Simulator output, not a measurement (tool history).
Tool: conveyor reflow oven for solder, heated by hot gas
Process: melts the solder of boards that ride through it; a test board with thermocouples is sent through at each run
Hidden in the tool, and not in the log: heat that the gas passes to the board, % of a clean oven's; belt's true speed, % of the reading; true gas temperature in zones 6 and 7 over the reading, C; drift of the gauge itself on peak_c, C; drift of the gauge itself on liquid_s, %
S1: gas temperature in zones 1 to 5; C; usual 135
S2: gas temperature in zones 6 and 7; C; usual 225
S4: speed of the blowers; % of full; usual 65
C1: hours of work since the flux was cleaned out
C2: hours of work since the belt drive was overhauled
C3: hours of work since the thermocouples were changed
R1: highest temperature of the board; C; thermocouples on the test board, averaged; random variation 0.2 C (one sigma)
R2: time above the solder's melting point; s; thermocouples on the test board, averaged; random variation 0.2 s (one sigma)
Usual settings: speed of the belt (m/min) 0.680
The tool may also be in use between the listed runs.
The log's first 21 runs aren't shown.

{"hour": 969.0, "done": "flux residue cleaned out of gas plates and filters"}
{"run": 22, "hour": 980.9, "S1": 134, "S2": 228, "speed of the belt (m/min)": 0.723, "S4": 64, "C1": 7, "C2": 346, "C3": 753, "R1": 212.9, "R2": 46.0}
{"run": 23, "hour": 1038.5, "S1": 135, "S2": 225, "speed of the belt (m/min)": 0.813, "S4": 84, "C1": 40, "C2": 379, "C3": 786, "R1": 209.8, "R2": 38.6}
{"run": 24, "hour": 1087.3, "S1": 135, "S2": 228, "speed of the belt (m/min)": 0.68, "S4": 65, "C1": 68, "C2": 407, "C3": 814, "R1": 215.1, "R2": 51.0}
{"run": 25, "hour": 1142.8, "S1": 135, "S2": 228, "speed of the belt (m/min)": 0.68, "S4": 65, "C1": 100, "C2": 439, "C3": 846, "R1": 214.9, "R2": 50.8}
{"run": 26, "hour": 1170.4, "S1": 135, "S2": 220, "speed of the belt (m/min)": 0.68, "S4": 53, "C1": 115, "C2": 455, "C3": 862, "R1": 205.6, "R2": 42.8}
{"run": 27, "hour": 1203.5, "S1": 136, "S2": 230, "speed of the belt (m/min)": 0.666, "S4": 86, "C1": 134, "C2": 474, "C3": 881, "R1": 220.1, "R2": 56.7}
{"run": 28, "hour": 1237.1, "S1": 136, "S2": 230, "speed of the belt (m/min)": 0.666, "S4": 86, "C1": 154, "C2": 493, "C3": 900, "R1": 219.9, "R2": 56.4}
{"run": 29, "hour": 1273.9, "S1": 136, "S2": 230, "speed of the belt (m/min)": 0.666, "S4": 86, "C1": 175, "C2": 514, "C3": 921, "R1": 220.0, "R2": 56.6}
{"run": 30, "hour": 1330.6, "S1": 136, "S2": 230, "speed of the belt (m/min)": 0.666, "S4": 86, "C1": 207, "C2": 547, "C3": 953, "R1": 219.7, "R2": 56.5}

Forecast each of these 3 alternatives for the next run:
{"run": "A", "hour": 1395.2, "S1": 139, "S2": 221, "speed of the belt (m/min)": 0.666, "S4": 63, "C1": 244, "C2": 584, "C3": 990, "R1": "?", "R2": "?"}
{"run": "B", "hour": 1395.2, "S1": 135, "S2": 213, "speed of the belt (m/min)": 0.68, "S4": 65, "C1": 244, "C2": 584, "C3": 990, "R1": "?", "R2": "?"}
{"run": "C", "hour": 1395.2, "S1": 133, "S2": 230, "speed of the belt (m/min)": 0.666, "S4": 86, "C1": 244, "C2": 584, "C3": 990, "R1": "?", "R2": "?"}

run=A R1=209.1 R2=49.2
run=B R1=201.4 R2=38.2
run=C R1=219.4 R2=55.8
Without the tool's hidden state the same runs would have given:
run=A R1=208.2 R2=48.1
run=B R1=200.6 R2=37.2
run=C R1=218.7 R2=55.0
